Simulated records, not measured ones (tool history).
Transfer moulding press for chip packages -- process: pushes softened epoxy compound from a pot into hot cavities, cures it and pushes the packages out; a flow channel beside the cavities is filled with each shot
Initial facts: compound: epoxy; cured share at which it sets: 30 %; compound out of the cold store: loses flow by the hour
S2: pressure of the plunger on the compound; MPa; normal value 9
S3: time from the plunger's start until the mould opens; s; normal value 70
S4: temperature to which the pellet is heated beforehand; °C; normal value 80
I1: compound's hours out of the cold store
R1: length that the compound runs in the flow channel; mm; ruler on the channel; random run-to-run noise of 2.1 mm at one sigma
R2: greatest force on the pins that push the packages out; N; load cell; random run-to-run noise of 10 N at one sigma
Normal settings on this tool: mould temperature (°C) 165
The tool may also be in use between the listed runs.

{"run": 1, "day": 0.0, "mould temperature (°C)": 165, "S2": 9, "S3": 70, "S4": 80, "I1": 42.7, "R1": 899, "R2": 586}
{"day": 0.204, "done": "cavities cleaned with cleaning compound and waxed"}
{"day": 1.579, "done": "cavities cleaned with cleaning compound and waxed"}
{"run": 2, "day": 2.042, "mould temperature (°C)": 165, "S2": 9, "S3": 70, "S4": 80, "I1": 20.4, "R1": 962, "R2": 521}
{"day": 2.767, "done": "plunger's sealing rings changed"}
{"day": 3.088, "done": "cavities cleaned with cleaning compound and waxed"}
{"run": 3, "day": 3.354, "mould temperature (°C)": 165, "S2": 9, "S3": 70, "S4": 80, "I1": 38.6, "R1": 931, "R2": 481}
{"run": 4, "day": 4.346, "mould temperature (°C)": 167, "S2": 9, "S3": 70, "S4": 80, "I1": 25.7, "R1": 963, "R2": 537}
{"day": 4.608, "done": "cavities cleaned with cleaning compound and waxed"}
{"run": 5, "day": 5.333, "mould temperature (°C)": 167, "S2": 9, "S3": 70, "S4": 80, "I1": 17.9, "R1": 986, "R2": 492}
{"day": 6.021, "done": "cavities cleaned with cleaning compound and waxed"}
{"run": 6, "day": 6.775, "mould temperature (°C)": 165, "S2": 9, "S3": 99, "S4": 80, "I1": 29.6, "R1": 951, "R2": 424}
{"day": 7.45, "done": "cavities cleaned with cleaning compound and waxed"}
{"run": 7, "day": 7.875, "mould temperature (°C)": 165, "S2": 9, "S3": 70, "S4": 80, "I1": 30.9, "R1": 940, "R2": 530}
{"day": 8.875, "done": "cavities cleaned with cleaning compound and waxed"}
{"run": 8, "day": 10.0, "mould temperature (°C)": 167, "S2": 9, "S3": 70, "S4": 80, "I1": 35.2, "R1": 910, "R2": 568}
{"day": 10.362, "done": "cavities cleaned with cleaning compound and waxed"}
{"run": 9, "day": 11.096, "mould temperature (°C)": 167, "S2": 9, "S3": 70, "S4": 80, "I1": 44.8, "R1": 883, "R2": 501}
{"day": 11.85, "done": "cavities cleaned with cleaning compound and waxed"}
{"day": 12.067, "done": "plunger's sealing rings changed"}
{"run": 10, "day": 12.558, "mould temperature (°C)": 167, "S2": 9, "S3": 70, "S4": 80, "I1": 13.1, "R1": 1005, "R2": 502}
{"day": 13.362, "done": "cavities cleaned with cleaning compound and waxed"}
{"day": 14.733, "done": "cavities cleaned with cleaning compound and waxed"}
{"run": 11, "day": 14.733, "mould temperature (°C)": 167, "S2": 9, "S3": 70, "S4": 80, "I1": 32.4, "R1": 936, "R2": 419}
{"day": 16.183, "done": "cavities cleaned with cleaning compound and waxed"}
{"run": 12, "day": 16.908, "mould temperature (°C)": 167, "S2": 9, "S3": 70, "S4": 80, "I1": 32, "R1": 929, "R2": 517}
{"day": 17.721, "done": "cavities cleaned with cleaning compound and waxed"}
{"run": 13, "day": 18.612, "mould temperature (°C)": 165, "S2": 9, "S3": 70, "S4": 80, "I1": 27.1, "R1": 945, "R2": 575}

Forecast run 14:
{"day": 19.208, "done": "cavities cleaned with cleaning compound and waxed"}
{"run": 14, "day": 19.992, "mould temperature (°C)": 165, "S2": 9, "S3": 69, "S4": 82, "I1": 17.3, "R1": "?", "R2": "?"}

R1: 976 mm
R2: 581 N
The same run, on a tool lacking any hidden state, would have yielded R1 1007 mm, R2 494 N.

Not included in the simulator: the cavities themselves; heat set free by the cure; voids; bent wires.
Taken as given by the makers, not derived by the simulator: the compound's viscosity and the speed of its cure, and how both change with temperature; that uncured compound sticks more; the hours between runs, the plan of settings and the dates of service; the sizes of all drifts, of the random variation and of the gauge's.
